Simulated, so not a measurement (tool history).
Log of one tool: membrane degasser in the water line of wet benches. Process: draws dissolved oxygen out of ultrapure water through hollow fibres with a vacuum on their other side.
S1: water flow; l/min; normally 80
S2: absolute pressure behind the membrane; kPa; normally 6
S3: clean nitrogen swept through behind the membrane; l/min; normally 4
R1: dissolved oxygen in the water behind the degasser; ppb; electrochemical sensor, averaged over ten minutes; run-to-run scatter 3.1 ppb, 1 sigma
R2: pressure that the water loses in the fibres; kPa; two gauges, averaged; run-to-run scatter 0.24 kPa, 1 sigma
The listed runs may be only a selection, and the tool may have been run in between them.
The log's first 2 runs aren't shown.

| run | hour | S1 | S2 | S3 | R1 | R2 |
|---|---|---|---|---|---|---|
| 3 | 217.2 | 80 | 14.19 | 4 | 640.6 | 64.05 |
| 4 | 280.7 | 80 | 14.19 | 4 | 624.3 | 63.99 |
| 5 | 366.5 | 80 | 6 | 4 | 310.2 | 63.84 |
| 6 | 471.9 | 80 | 6 | 4 | 307.5 | 63.72 |
| 7 | 546.8 | 80 | 6 | 4 | 304.7 | 63.89 |
| 8 | 664.4 | 80 | 6.3 | 4 | 319.7 | 63.6 |
| 9 | 779 | 80 | 9.31 | 4 | 441.5 | 63.7 |
| 10 | 832.6 | 80 | 6 | 2.35 | 380.9 | 63.48 |
| 11 | 945.9 | 80 | 6 | 2.35 | 375.1 | 63.59 |
| 12 | 1047.4 | 80 | 6 | 4 | 310 | 64.22 |
| 13 | 1146.9 | 80 | 6 | 1.87 | 411.7 | 64.08 |
| 14 | 1263.6 | 80 | 6 | 1.87 | 414.6 | 63.64 |
| 15 | 1379.8 | 80 | 6 | 1.87 | 413.9 | 63.59 |
| 16 | 1489.6 | 80 | 6 | 1.87 | 418.5 | 63.96 |

Predict the results of run 17:
| 17 | 1574.4 | 56 | 6 | 4.29 | ? | ? |

R1: 150.9 ppb
R2: 44.78 kPa
Without the tool's hidden state the same run would have given R1 150.8 ppb, R2 44.76 kPa.

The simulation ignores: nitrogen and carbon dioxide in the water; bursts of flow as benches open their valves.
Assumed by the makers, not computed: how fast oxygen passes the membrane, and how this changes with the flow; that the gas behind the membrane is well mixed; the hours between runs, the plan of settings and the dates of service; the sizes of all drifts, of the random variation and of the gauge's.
